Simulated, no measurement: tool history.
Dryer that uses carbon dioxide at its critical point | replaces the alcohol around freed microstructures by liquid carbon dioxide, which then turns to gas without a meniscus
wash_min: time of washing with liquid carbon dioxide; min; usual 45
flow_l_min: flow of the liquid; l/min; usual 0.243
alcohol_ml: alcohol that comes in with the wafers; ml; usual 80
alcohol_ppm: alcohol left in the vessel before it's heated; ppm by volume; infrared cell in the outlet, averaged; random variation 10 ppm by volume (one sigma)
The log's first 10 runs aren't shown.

| run | hour | wash_min | flow_l_min | alcohol_ml | alcohol_ppm |
|---|---|---|---|---|---|
| 11 | 96 | 45 | 0.243 | 80 | 955 |
| 12 | 102.5 | 31 | 0.243 | 80 | 2945 |
| 13 | 114.5 | 31 | 0.243 | 80 | 2967 |
| 14 | 121.8 | 31 | 0.243 | 80 | 2933 |
| 15 | 133.4 | 45 | 0.243 | 38 | 493 |
| 16 | 138.8 | 45 | 0.243 | 38 | 493 |
| 17 | 148 | 45 | 0.243 | 38 | 499 |
| 18 | 156.9 | 45 | 0.243 | 38 | 516 |
| 19 | 168.8 | 45 | 0.243 | 38 | 500 |
| 20 | 174.5 | 47 | 0.243 | 50 | 542 |
| 21 | 185.8 | 47 | 0.243 | 50 | 571 |
| 22 | 196.3 | 35 | 0.243 | 80 | 2229 |
| 23 | 202 | 35 | 0.243 | 80 | 2199 |
| 24 | 209.9 | 35 | 0.411 | 118 | 508 |
| 25 | 219.8 | 50 | 0.189 | 80 | 1642 |
| 26 | 229.2 | 50 | 0.189 | 80 | 1656 |
| 27 | 237.4 | 52 | 0.355 | 47 | 123 |
| 28 | 245.8 | 52 | 0.259 | 47 | 329 |
|  | 248.8 | inlet filter changed |
| 29 | 255.2 | 52 | 0.259 | 47 | 221 |
| 30 | 261.7 | 63 | 0.169 | 57 | 579 |
| 31 | 269.1 | 63 | 0.169 | 57 | 570 |
| 32 | 281 | 32 | 0.249 | 23 | 645 |
| 33 | 293.9 | 43 | 0.234 | 89 | 1108 |
| 34 | 305.2 | 43 | 0.208 | 27 | 538 |
| 35 | 316.2 | 43 | 0.345 | 71 | 223 |

4 ways to go on from here, each from the tool as it stands after run 35. What would each give?
| A | 325.2 | 45 | 0.345 | 79 | ? |
| B | 325.2 | 45 | 0.396 | 68 | ? |
| C | 325.2 | 39 | 0.271 | 28 | ? |
| D | 325.2 | 37 | 0.406 | 61 | ? |

| run | alcohol_ppm |
|---|---|
| A | 215 |
| B | 147 |
| C | 362 |
| D | 205 |
Without the tool's hidden state the same runs would have given:
| run | alcohol_ppm |
|---|---|
| A | 112 |
| B | 50 |
| C | 259 |
| D | 108 |
